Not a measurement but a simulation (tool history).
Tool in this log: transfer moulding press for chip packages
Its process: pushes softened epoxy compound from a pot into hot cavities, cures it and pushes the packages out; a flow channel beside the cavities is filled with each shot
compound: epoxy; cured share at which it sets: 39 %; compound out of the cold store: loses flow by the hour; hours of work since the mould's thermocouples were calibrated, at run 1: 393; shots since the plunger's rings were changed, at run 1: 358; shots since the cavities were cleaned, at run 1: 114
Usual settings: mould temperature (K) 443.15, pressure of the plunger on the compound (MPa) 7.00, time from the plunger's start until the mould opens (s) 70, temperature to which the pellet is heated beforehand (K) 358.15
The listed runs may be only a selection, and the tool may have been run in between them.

run   hour  mould temperature (K)  pressure of the plunger on the compound (MPa)  time from the plunger's start until the mould opens (s)  temperature to which the pellet is heated beforehand (K)  hours of work since the mould's thermocouples were calibrated  shots since the plunger's rings were changed  shots since the cavities were cleaned  incoming compound's hours out of the cold store  length that the compound runs in the flow channel (mm)  greatest force on the pins that push the packages out (N)
  1    0.0                 443.15                                           7.00                                                       70                                                    358.15                                                            393                                           358                                    114                                             24.5                                                     560                                                       1052
  2   35.3                 443.15                                           7.00                                                       70                                                    358.15                                                            407                                           669                                    425                                             44.2                                                     532                                                       1236
  3   52.9                 443.15                                           7.00                                                       70                                                    358.15                                                            414                                           823                                    579                                             46.1                                                     537                                                       1351
  4   70.3                 443.15                                           7.00                                                       94                                                    358.15                                                            421                                           977                                    733                                             19.9                                                     558                                                        742
  5   90.1                 443.15                                           7.00                                                       94                                                    365.15                                                            429                                          1151                                    907                                             36.3                                                     541                                                        757
     102.7  -- cavities cleaned with cleaning compound and waxed
  6  121.7                 443.15                                           7.00                                                       94                                                    365.15                                                            441                                          1415                                    167                                             28.7                                                     552                                                        552
  7  153.4                 443.15                                           7.00                                                       94                                                    365.15                                                            454                                          1694                                    446                                              9.8                                                     562                                                        697
  8  180.5                 443.15                                           7.00                                                       70                                                    358.15                                                            465                                          1933                                    685                                             26.3                                                     543                                                       1464
  9  195.8                 443.15                                           7.00                                                       70                                                    358.15                                                            471                                          2068                                    820                                             40.4                                                     531                                                       1459
     217.3  -- cavities cleaned with cleaning compound and waxed
 10  219.4                 443.15                                           7.00                                                       70                                                    358.15                                                            480                                          2262                                     19                                             10.8                                                     566                                                       1043
 11  241.1                 443.15                                           7.00                                                       70                                                    358.15                                                            489                                          2453                                    210                                             21.0                                                     546                                                       1191
 12  262.9                 443.15                                           7.00                                                       90                                                    358.15                                                            498                                          2645                                    402                                             47.3                                                     519                                                        702
 13  280.7                 443.15                                           7.00                                                       90                                                    358.15                                                            505                                          2802                                    559                                             17.1                                                     553                                                        783
 14  314.5                 443.15                                           6.80                                                       70                                                    358.15                                                            518                                          3099                                    856                                             32.8                                                     525                                                       1534
     330.2  -- cavities cleaned with cleaning compound and waxed
 15  334.5                 440.15                                           7.00                                                       91                                                    363.15                                                            526                                          3262                                     38                                             41.0                                                     524                                                        629
 16  354.2                 440.15                                           8.62                                                       99                                                    363.15                                                            534                                          3435                                    211                                             32.6                                                     603                                                        603
     359.2  -- mould's thermocouples calibrated
 17  381.0                 440.15                                           8.62                                                       99                                                    363.15                                                              9                                          3653                                    429                                             41.5                                                     576                                                        694
 18  409.4                 440.15                                           7.00                                                       99                                                    356.15                                                             20                                          3903                                    679                                              8.5                                                     560                                                        834
 19  439.4                 440.15                                           7.00                                                       99                                                    356.15                                                             32                                          4167                                    943                                             21.7                                                     543                                                        867
     445.5  -- cavities cleaned with cleaning compound and waxed
 20  464.7                 440.15                                           7.00                                                       99                                                    356.15                                                             42                                          4377                                    169                                             44.9                                                     520                                                        621
 21  499.4                 443.15                                           7.19                                                       73                                                    351.15                                                             56                                          4682                                    474                                             21.8                                                     541                                                       1286
 22  527.9                 448.15                                           6.34                                                      103                                                    361.15                                                             67                                          4933                                    725                                             18.7                                                     507                                                        638
 23  552.4                 448.15                                           6.34                                                      103                                                    361.15                                                             77                                          5148                                    940                                             16.5                                                     499                                                        649
     560.1  -- cavities cleaned with cleaning compound and waxed
     573.6  -- mould's thermocouples calibrated, once more
 24  584.5                 448.15                                           6.34                                                      103                                                    361.15                                                              4                                          5400                                    197                                             39.0                                                     479                                                        484
 25  616.4                 446.15                                           6.34                                                      103                                                    361.15                                                             17                                          5681                                    478                                             16.2                                                     496                                                        582
 26  639.2                 446.15                                           6.34                                                      103                                                    361.15                                                             26                                          5882                                    679                                             14.6                                                     500                                                        642
 27  669.5                 446.15                                           6.34                                                      103                                                    361.15                                                             39                                          6148                                    945                                             35.7                                                     473                                                        653

Here are 3 independent what-if runs from the current tool condition. What would each one return?
     675.4  -- cavities cleaned with cleaning compound and waxed
  A  691.5                 443.15                                           7.00                                                       70                                                    364.15                                                             47                                          6328                                    141                                             42.7                                                       ?                                                          ?
     675.4  -- cavities cleaned with cleaning compound and waxed
  B  691.5                 446.15                                           6.43                                                      103                                                    363.15                                                             47                                          6328                                    141                                             44.0                                                       ?                                                          ?
     675.4  -- cavities cleaned with cleaning compound and waxed
  C  691.5                 446.15                                           6.34                                                      103                                                    364.15                                                             47                                          6328                                    141                                             18.5                                                       ?                                                          ?

run  length that the compound runs in the flow channel (mm)  greatest force on the pins that push the packages out (N)
  A                                                     492                                                        979
  B                                                     475                                                        479
  C                                                     487                                                        481
Take away the tool's hidden state, keep each run's random variation, and the runs would have read:
run  length that the compound runs in the flow channel (mm)  greatest force on the pins that push the packages out (N)
  A                                                     538                                                        813
  B                                                     519                                                        412
  C                                                     532                                                        414
